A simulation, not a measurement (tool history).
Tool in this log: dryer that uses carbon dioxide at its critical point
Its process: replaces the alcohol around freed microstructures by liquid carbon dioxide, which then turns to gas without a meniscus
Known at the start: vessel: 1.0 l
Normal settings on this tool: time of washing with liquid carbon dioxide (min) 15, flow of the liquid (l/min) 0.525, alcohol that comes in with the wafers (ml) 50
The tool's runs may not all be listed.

| run | day | time of washing with liquid carbon dioxide (min) | flow of the liquid (l/min) | alcohol that comes in with the wafers (ml) | alcohol left in the vessel before it's heated (ppm by volume) |
|---|---|---|---|---|---|
| 1 | 0 | 15 | 0.525 | 50 | 162 |
| 2 | 1.612 | 15 | 0.695 | 50 | 107 |
| 3 | 2.888 | 15 | 0.695 | 50 | 116 |
| 4 | 4.346 | 15 | 0.441 | 50 | 298 |
|  | 5.008 | inlet filter changed |
| 5 | 7.029 | 15 | 0.441 | 50 | 196 |
| 6 | 8.333 | 15 | 0.441 | 50 | 209 |
| 7 | 10.388 | 15 | 0.525 | 22 | 128 |
| 8 | 11.696 | 15 | 0.657 | 22 | 128 |
| 9 | 13.538 | 21 | 0.657 | 22 | 131 |
| 10 | 15.746 | 21 | 0.657 | 22 | 136 |
| 11 | 17.033 | 15 | 0.525 | 50 | 172 |
|  | 18.167 | purifier's bed changed |
| 12 | 18.571 | 15 | 0.525 | 50 | 34 |
| 13 | 20.533 | 15 | 0.525 | 50 | 33 |
| 14 | 21.983 | 15 | 0.525 | 50 | 41 |
| 15 | 24.217 | 15 | 0.525 | 50 | 52 |
| 16 | 25.704 | 15 | 0.525 | 50 | 59 |
| 17 | 27.871 | 11 | 0.44 | 85 | 1081 |
| 18 | 29.396 | 11 | 0.44 | 85 | 1118 |
| 19 | 31.208 | 15 | 0.525 | 55 | 71 |
| 20 | 32.879 | 15 | 0.525 | 73 | 87 |
| 21 | 34.867 | 19 | 0.525 | 46 | 35 |
| 22 | 37.45 | 19 | 0.525 | 46 | 51 |
| 23 | 38.946 | 15 | 0.525 | 39 | 83 |
| 24 | 40.617 | 13 | 0.525 | 25 | 103 |

Consider 5 possible next runs. They are alternatives, not a sequence: every one starts from the tool as it was left by run 24. What does each give?
| A | 41.721 | 15 | 0.701 | 116 | ? |
| B | 41.721 | 11 | 0.474 | 36 | ? |
| C | 41.721 | 18 | 0.464 | 25 | ? |
| D | 41.721 | 12 | 0.525 | 108 | ? |
| E | 41.721 | 15 | 0.88 | 62 | ? |

| run | alcohol left in the vessel before it's heated (ppm by volume) |
|---|---|
| A | 61 |
| B | 465 |
| C | 61 |
| D | 503 |
| E | 46 |
With the hidden condition removed and each run's random variation left untouched, the same runs would have given:
| run | alcohol left in the vessel before it's heated (ppm by volume) |
|---|---|
| A | 11 |
| B | 228 |
| C | 6 |
| D | 216 |
| E | 3 |
